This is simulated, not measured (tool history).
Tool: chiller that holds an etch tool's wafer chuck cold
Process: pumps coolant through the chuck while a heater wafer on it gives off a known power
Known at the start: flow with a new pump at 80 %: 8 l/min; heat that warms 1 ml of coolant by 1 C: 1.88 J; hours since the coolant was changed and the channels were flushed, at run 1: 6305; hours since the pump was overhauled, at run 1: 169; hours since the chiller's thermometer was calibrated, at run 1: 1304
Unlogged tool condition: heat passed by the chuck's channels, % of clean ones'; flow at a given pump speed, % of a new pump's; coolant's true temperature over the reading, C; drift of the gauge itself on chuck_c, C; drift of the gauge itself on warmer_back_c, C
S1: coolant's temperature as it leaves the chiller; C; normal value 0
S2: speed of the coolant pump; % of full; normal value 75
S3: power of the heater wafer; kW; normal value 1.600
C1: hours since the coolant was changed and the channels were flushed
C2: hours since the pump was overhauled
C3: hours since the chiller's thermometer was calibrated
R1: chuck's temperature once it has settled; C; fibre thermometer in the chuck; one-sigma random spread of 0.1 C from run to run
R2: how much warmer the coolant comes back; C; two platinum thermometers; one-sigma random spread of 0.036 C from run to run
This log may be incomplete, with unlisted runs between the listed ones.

run   hour  S1  S2     S3    C1   C2    C3    R1     R2
  1    0.0   0  75  1.600  6305  169  1304  18.3   6.91
  2   28.1   0  75  1.600  6333  198  1332  18.4   6.92
  3   65.3   0  75  1.600  6371  235  1369  18.4   6.89
  4   98.1   0  75  1.767  6403  268  1402  20.5   7.60
     123.1  -- coolant changed, channels flushed
  5  139.5   0  75  1.767    16  303  1437  20.2   7.55
  6  166.8   0  75  1.767    44  330  1464  20.4   7.61
  7  190.8  -6  75  1.600    68  354  1488  12.2   6.82
  8  228.5   0  75  2.380   105  392  1526  27.4  10.27
  9  257.5   0  75  1.911   134  421  1555  22.1   8.17
 10  283.6   0  75  1.911   160  447  1581  21.8   8.23
 11  304.5   0  75  1.601   181  468  1602  18.4   6.92
 12  321.7   0  75  1.600   199  485  1619  18.5   6.85
 13  353.2   0  75  1.600   230  517  1651  18.4   6.86
 14  389.4   0  75  1.600   266  553  1687  18.5   6.88
 15  427.8  -6  93  1.600   305  591  1725   9.4   5.35
 16  456.4   7  61  1.600   333  620  1754  28.8   8.69
 17  496.7   7  63  1.600   374  660  1794  28.3   8.41
 18  522.9  -7  64  1.361   400  686  1821  10.9   7.03
 19  562.1  -7  64  1.361   439  726  1860  10.7   7.01
 20  581.4  -7  64  1.361   458  745  1879  10.9   6.98
 21  617.5  -7  66  1.361   494  781  1915  10.3   6.81
 22  646.9   1  66  0.887   524  810  1944  12.4   4.45
 23  683.6   1  63  0.981   560  847  1981  13.9   5.13
 24  715.2  -2  63  0.849   592  879  2013   9.1   4.39
 25  740.5  -2  63  0.849   617  904  2038   9.1   4.45

Hidden state at the last listed run before each entry between runs and at the first one after, where it differs:
Runs 4 to 5: coolant changed, channels flushed (hour 123.1)
  heat passed by the chuck's channels, % of clean ones': 99.8 -> 100
